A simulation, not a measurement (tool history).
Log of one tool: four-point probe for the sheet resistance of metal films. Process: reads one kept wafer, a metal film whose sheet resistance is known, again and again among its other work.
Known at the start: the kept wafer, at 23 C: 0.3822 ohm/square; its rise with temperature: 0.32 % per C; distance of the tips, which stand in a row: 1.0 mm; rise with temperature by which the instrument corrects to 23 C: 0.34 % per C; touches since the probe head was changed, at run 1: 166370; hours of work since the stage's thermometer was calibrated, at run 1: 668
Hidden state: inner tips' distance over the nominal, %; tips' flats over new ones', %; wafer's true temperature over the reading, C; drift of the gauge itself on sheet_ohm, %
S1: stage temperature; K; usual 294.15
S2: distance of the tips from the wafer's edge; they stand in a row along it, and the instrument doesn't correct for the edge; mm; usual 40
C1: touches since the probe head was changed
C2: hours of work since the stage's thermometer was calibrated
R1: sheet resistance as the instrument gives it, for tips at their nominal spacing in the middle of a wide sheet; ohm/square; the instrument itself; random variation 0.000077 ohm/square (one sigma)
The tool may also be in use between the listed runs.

run,hour,S1,S2,C1,C2,R1
1,0,294.15,40,166370,668,0.387861
2,74.2,294.15,5,171248,725,0.395914
3,129.1,294.15,5,174854,767,0.395974
4,203.4,294.15,23,179739,824,0.38825
5,243.8,305.15,40,182394,855,0.386851
6,292.2,305.15,40,185575,892,0.387029
7,365.5,294.15,11,190393,949,0.389919
8,405.6,294.15,11,193032,979,0.389971
9,443.8,294.15,11,195540,1009,0.390194
10,508.9,293.15,11,199822,1059,0.390261
11,549.8,294.15,40,202510,1090,0.388484
12,603.4,294.15,40,206031,1131,0.388544
13,637.8,294.15,40,208289,1158,0.38845
14,678.4,294.15,40,210963,1189,0.388751
15,720.8,294.15,40,213747,1222,0.388715
# hour 733.8: stage's thermometer calibrated
16,752.6,302.15,40,215805,14,0.3884
# hour 779.3: new probe head fitted
17,802.1,302.15,40,1498,52,0.381193
18,865,299.15,40,5630,100,0.38156
19,909.1,299.15,53,8532,134,0.381582
20,959.7,299.15,53,11854,173,0.381717
21,1015.2,294.15,40,15507,216,0.382432
22,1080,298.15,40,19766,265,0.382006
23,1119.2,292.15,10,22340,295,0.38453
24,1188.7,299.15,30,26908,349,0.382028
25,1231.5,301.15,5,29725,382,0.389772
26,1283.1,300.15,5,33115,421,0.389927
27,1323.1,300.15,71,35741,452,0.381995
28,1388.3,300.15,71,40030,502,0.382069
29,1430.4,294.15,15,42797,535,0.383665
30,1462.5,299.15,20,44905,559,0.382656
31,1501.1,305.15,21,47440,589,0.382073
32,1572.6,303.15,13,52143,644,0.383243
33,1605.3,292.15,8,54293,669,0.38645
34,1659.8,292.15,8,57876,711,0.386486
35,1693.1,291.15,12,60061,737,0.384934
36,1731.9,294.15,5,62613,766,0.391333
37,1761.9,302.15,12,64585,790,0.383818
38,1797.3,294.15,13,66914,817,0.384473
39,1830,294.15,13,69059,842,0.384476
40,1864.9,302.15,32,71354,869,0.382662
41,1900.3,302.15,32,73682,896,0.382774
42,1963.6,302.15,32,77841,945,0.382874
43,2012.3,307.15,74,81041,982,0.382189
44,2058,302.15,58,84047,1017,0.382722

Some steps in R1 between neighbouring runs. How much of each would the tool show without its hidden state too (settings, what came in, random variation), and how much is left for the hidden state, with any gauge scatter that isn't in both results?
Run 1 -> 2: S2 40 -> 5. R1 +0.008053 ohm/square: hidden state +0.000188, all else +0.007865.
Run 15 -> 16: S1 294.15 -> 302.15, stage's thermometer calibrated. R1 -0.000315 ohm/square: hidden state +0.000491, all else -0.000806.
Run 16 -> 17: new probe head fitted. R1 -0.007207 ohm/square: hidden state -0.007219, all else +0.000012.
Run 24 -> 25: S1 299.15 -> 301.15, S2 30 -> 5. R1 +0.007744 ohm/square: hidden state +0.000058, all else +0.007686.
Run 26 -> 27: S2 5 -> 71. R1 -0.007932 ohm/square: hidden state +0.000054, all else -0.007986.
